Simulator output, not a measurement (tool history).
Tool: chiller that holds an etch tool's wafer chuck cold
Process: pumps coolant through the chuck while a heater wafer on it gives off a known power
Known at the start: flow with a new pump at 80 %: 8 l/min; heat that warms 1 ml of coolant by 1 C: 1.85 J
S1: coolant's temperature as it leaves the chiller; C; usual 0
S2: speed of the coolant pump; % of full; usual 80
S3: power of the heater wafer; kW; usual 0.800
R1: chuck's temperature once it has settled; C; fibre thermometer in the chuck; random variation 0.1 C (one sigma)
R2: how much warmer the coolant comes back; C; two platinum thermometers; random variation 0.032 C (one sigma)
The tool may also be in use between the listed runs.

run	hour	S1	S2	S3	R1	R2
1	0.0	0	80	0.800	10.8	3.24
2	30.5	0	80	0.800	10.5	3.26
3	62.2	0	80	0.800	10.7	3.28
4	102.7	0	80	0.800	10.7	3.26
5	129.0	0	77	0.800	10.9	3.41
6	172.0	0	77	0.800	11.0	3.34
7	212.9	0	80	0.800	10.8	3.31
8	258.8	0	80	0.800	10.6	3.28
9	298.7	0	71	0.800	11.6	3.68
10	354.1	-4	80	0.800	6.7	3.26
11	409.2	7	70	0.494	14.4	2.36
# hour 458.7: chiller's thermometer calibrated
12	459.7	0	90	0.800	9.8	2.91
13	511.4	-3	68	0.841	9.1	4.00
14	552.9	5	68	0.841	17.3	4.02
15	577.5	9	89	0.628	16.9	2.35
16	603.9	-7	61	0.416	-0.5	2.26
17	629.7	6	80	0.735	15.8	3.03
18	682.5	6	80	0.735	15.7	3.00
# hour 735.6: coolant changed, channels flushed
19	740.7	-5	82	0.482	0.4	1.96
20	770.1	9	62	1.194	24.9	6.34

Measured less the same run without the tool's hidden state. The same run-to-run variation is in both; the gauge's scatter may not be:
The hidden state here: heat passed by the chuck's channels, % of clean ones'; flow at a given pump speed, % of a new pump's; coolant's true temperature over the reading, C; drift of the gauge itself on chuck_c, C; drift of the gauge itself on warmer_back_c, C.
run	R1	R2
1	+1.6	+0.01
2	+1.6	+0.01
3	+1.6	+0.01
4	+1.6	+0.02
5	+1.6	+0.02
6	+1.7	+0.02
7	+1.7	+0.03
8	+1.7	+0.03
9	+1.9	+0.03
10	+1.8	+0.03
11	+1.3	+0.02
12	+1.5	+0.03
13	+1.8	+0.05
14	+1.9	+0.05
15	+1.3	+0.03
16	+1.0	+0.03
17	+1.5	+0.05
18	+1.6	+0.05
19	+0.1	+0.03
20	+0.3	+0.11

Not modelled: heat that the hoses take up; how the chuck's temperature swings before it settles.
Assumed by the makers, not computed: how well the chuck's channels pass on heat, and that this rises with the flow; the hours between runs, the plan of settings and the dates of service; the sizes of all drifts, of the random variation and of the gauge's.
